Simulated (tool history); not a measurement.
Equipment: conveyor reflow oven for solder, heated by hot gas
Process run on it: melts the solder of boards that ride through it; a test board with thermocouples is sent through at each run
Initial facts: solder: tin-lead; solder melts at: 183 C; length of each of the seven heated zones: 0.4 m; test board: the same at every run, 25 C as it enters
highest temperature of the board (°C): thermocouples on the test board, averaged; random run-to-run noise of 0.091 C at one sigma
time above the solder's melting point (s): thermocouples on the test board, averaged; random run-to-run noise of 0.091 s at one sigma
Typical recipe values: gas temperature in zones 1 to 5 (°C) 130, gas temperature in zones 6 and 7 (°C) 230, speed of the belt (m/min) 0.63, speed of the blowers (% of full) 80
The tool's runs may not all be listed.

run     day  gas temperature in zones 1 to 5 (°C)  gas temperature in zones 6 and 7 (°C)  speed of the belt (m/min)  speed of the blowers (% of full)  highest temperature of the board (°C)  time above the solder's melting point (s)
  1       0                                   130                                    230                       0.63                                80                                 212.16                                      50.07
      0.738  -- flux residue cleaned out of gas plates and filters
  2   3.188                                   131                                    230                       0.63                                80                                 212.74                                      51.15
  3   5.679                                   130                                    219                       0.63                                80                                 203.08                                       40.9
  4   9.075                                   130                                    219                       0.63                                80                                 202.92                                      40.62
      9.667  -- flux residue cleaned out of gas plates and filters
  5  11.883                                   130                                    230                       0.63                                80                                 212.92                                      51.03
  6  15.433                                   130                                    230                       0.63                                80                                 212.63                                      50.98
     18.258  -- flux residue cleaned out of gas plates and filters
  7  18.662                                   130                                    230                       0.63                                80                                 213.24                                      51.59
  8  21.308                                   130                                    230                       0.63                                80                                 212.99                                      51.37
  9  24.525                                   130                                    230                       0.63                                80                                 212.73                                      51.16
     25.625  -- thermocouples of zones 6 and 7 changed
     26.946  -- flux residue cleaned out of gas plates and filters
 10  27.654                                   130                                    230                       0.63                                80                                 211.97                                       50.6
 11  31.517                                   130                                    222                       0.63                                80                                 205.07                                      43.66
      33.95  -- belt drive overhauled, speed set with a stopwatch
     35.942  -- flux residue cleaned out of gas plates and filters
 12  36.033                                   130                                    230                       0.63                                80                                 211.92                                       49.7
 13  38.946                                   130                                    230                       0.63                                80                                 211.36                                      49.33
 14  42.121                                   130                                    230                       0.63                                80                                 211.12                                      48.99
     44.642  -- flux residue cleaned out of gas plates and filters
 15  44.642                                   130                                    230                       0.63                                80                                  211.9                                      50.09
 16  46.721                                   130                                    230                       0.63                                80                                  211.7                                       49.8
 17  49.917                                   130                                    230                       0.63                                80                                 211.56                                      49.29
     53.338  -- flux residue cleaned out of gas plates and filters
 18  54.308                                   120                                    229                      0.559                                72                                  211.9                                      53.75
 19  56.479                                   136                                    230                      0.667                                69                                 208.76                                      45.18
 20  59.625                                   144                                    230                      0.509                                80                                 219.91                                      77.23
 21  61.392                                   144                                    230                      0.509                                80                                 220.01                                      77.39
     62.104  -- flux residue cleaned out of gas plates and filters
 22  64.883                                   115                                    219                      0.509                                72                                 205.44                                      51.15
 23  67.925                                   115                                    219                      0.509                                72                                 205.27                                      50.66
     70.921  -- flux residue cleaned out of gas plates and filters
 24  70.921                                   115                                    219                      0.623                                69                                 198.32                                      30.69
     72.858  -- thermocouples of zones 6 and 7 changed
 25  74.512                                   130                                    243                       0.63                                57                                 216.33                                      52.83
 26  78.412                                   125                                    238                      0.507                                58                                 219.61                                      68.83
     79.867  -- flux residue cleaned out of gas plates and filters
 27  82.596                                   138                                    230                      0.753                                83                                 208.29                                      40.38
 28  86.142                                   138                                    230                      0.753                                83                                 208.07                                       39.9
     88.588  -- flux residue cleaned out of gas plates and filters
 29  88.871                                   129                                    231                      0.538                                86                                 219.23                                       67.2

3 ways to go on from here, each from the tool as it stands after run 29. What would each give?
  A  91.871                                   139                                    240                      0.538                                52                                      ?                                          ?
  B  91.871                                   123                                    223                       0.63                                87                                      ?                                          ?
  C  91.871                                   130                                    230                       0.63                                64                                      ?                                          ?

run  highest temperature of the board (°C)  time above the solder's melting point (s)
  A                                 220.98                                      70.49
  B                                 206.46                                      43.43
  C                                 208.67                                      46.19
Had the tool no hidden state, the same runs would have come out as:
run  highest temperature of the board (°C)  time above the solder's melting point (s)
  A                                 220.52                                      69.23
  B                                 206.17                                      42.63
  C                                  208.3                                      45.25

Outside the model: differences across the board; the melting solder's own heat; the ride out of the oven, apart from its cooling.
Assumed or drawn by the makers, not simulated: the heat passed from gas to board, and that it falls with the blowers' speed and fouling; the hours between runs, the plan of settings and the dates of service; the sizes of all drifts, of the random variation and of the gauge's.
